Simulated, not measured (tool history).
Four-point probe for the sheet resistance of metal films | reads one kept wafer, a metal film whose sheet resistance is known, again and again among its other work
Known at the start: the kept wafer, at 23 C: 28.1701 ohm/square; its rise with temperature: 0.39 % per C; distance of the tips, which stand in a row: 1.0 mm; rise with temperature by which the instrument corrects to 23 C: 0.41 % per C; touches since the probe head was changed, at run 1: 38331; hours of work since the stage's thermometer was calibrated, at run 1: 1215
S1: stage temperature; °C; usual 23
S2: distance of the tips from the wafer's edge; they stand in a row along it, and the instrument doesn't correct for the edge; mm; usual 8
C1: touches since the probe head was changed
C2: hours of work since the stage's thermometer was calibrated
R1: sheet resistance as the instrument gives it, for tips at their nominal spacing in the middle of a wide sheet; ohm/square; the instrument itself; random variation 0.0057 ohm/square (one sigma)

run    hour  S1  S2      C1    C2         R1
  1     0.0  23   8   38331  1215  28.384718
  2   107.4  34   8   40539  1298  28.317388
      180.1  -- stage's thermometer calibrated
  3   185.1  34   8   42126     4  28.309993
  4   241.1  34  38   43279    47  28.092371
  5   321.8  34  38   44938   109  28.094495
  6   413.7  34  38   46828   180  28.095285
  7   506.9  34  38   48742   252  28.088498
      561.1  -- stage's thermometer calibrated, once more
  8   581.7  34  69   50271    16  28.018840
  9   668.0  23   8   52045    83  28.303397
 10   745.1  23   8   53631   142  28.308134
 11   839.8  23   8   55578   215  28.312007
 12   925.3  28   8   57337   281  28.278384
 13  1022.6  28   8   59336   356  28.281656
 14  1105.7  23   4   61045   420  28.977536
 15  1208.2  23   4   63153   500  28.988779
 16  1301.3  23   8   65066   571  28.297566
 17  1377.1  21   8   66625   630  28.312524
 18  1456.1  21   8   68250   691  28.311614
 19  1531.9  21   8   69808   749  28.313406
 20  1629.3  24   8   71810   825  28.283353
 21  1731.2  24   8   73906   903  28.297080
 22  1835.0  22   8   76040   983  28.303248
 23  1880.0  18  47   76965  1018  28.104093
 24  1940.1  18  47   78201  1064  28.103638
 25  2040.9  21  22   80273  1142  28.108664
 26  2107.5  30  15   81643  1194  28.095659
 27  2182.0  26  30   83176  1251  28.057910
 28  2268.8  29  15   84960  1318  28.093330
     2317.6  -- stage's thermometer calibrated
 29  2339.9  29  15   86411    17  28.049194
 30  2389.7  21   8   87435    56  28.264418
 31  2436.4  32   5   88394    92  28.558890
 32  2502.1  25   8   89746   142  28.241807
 33  2572.2  18  22   91186   196  28.075294
 34  2633.6  19  29   92450   244  28.062568
 35  2726.6  19  29   94362   316  28.059644
 36  2787.0  19  29   95604   362  28.064715
 37  2896.4  22  19   97853   447  28.069575
 38  2942.0  19  16   98791   482  28.092403
 39  2988.9  19  16   99755   518  28.094703
 40  3089.2  32  16  101817   596  28.028329

Measured less the same run without the tool's hidden state. The same run-to-run variation is in both; the gauge's scatter may not be:
The hidden state here: inner tips' distance over the nominal, %; tips' flats over new ones', %; wafer's true temperature over the reading, C; drift of the gauge itself on sheet_ohm, %.
run         R1
  1  -0.033460
  2  -0.035804
  3  -0.028916
  4  -0.028904
  5  -0.029200
  6  -0.030002
  7  -0.030614
  8  -0.097349
  9  -0.098921
 10  -0.099356
 11  -0.100127
 12  -0.100356
 13  -0.101334
 14  -0.103660
 15  -0.104262
 16  -0.102367
 17  -0.102858
 18  -0.103193
 19  -0.103882
 20  -0.104361
 21  -0.105100
 22  -0.105503
 23  -0.104467
 24  -0.104720
 25  -0.105703
 26  -0.107458
 27  -0.106877
 28  -0.108007
 29  -0.148384
 30  -0.149599
 31  -0.151681
 32  -0.150248
 33  -0.149367
 34  -0.149822
 35  -0.149985
 36  -0.150405
 37  -0.151169
 38  -0.151045
 39  -0.151300
 40  -0.153375
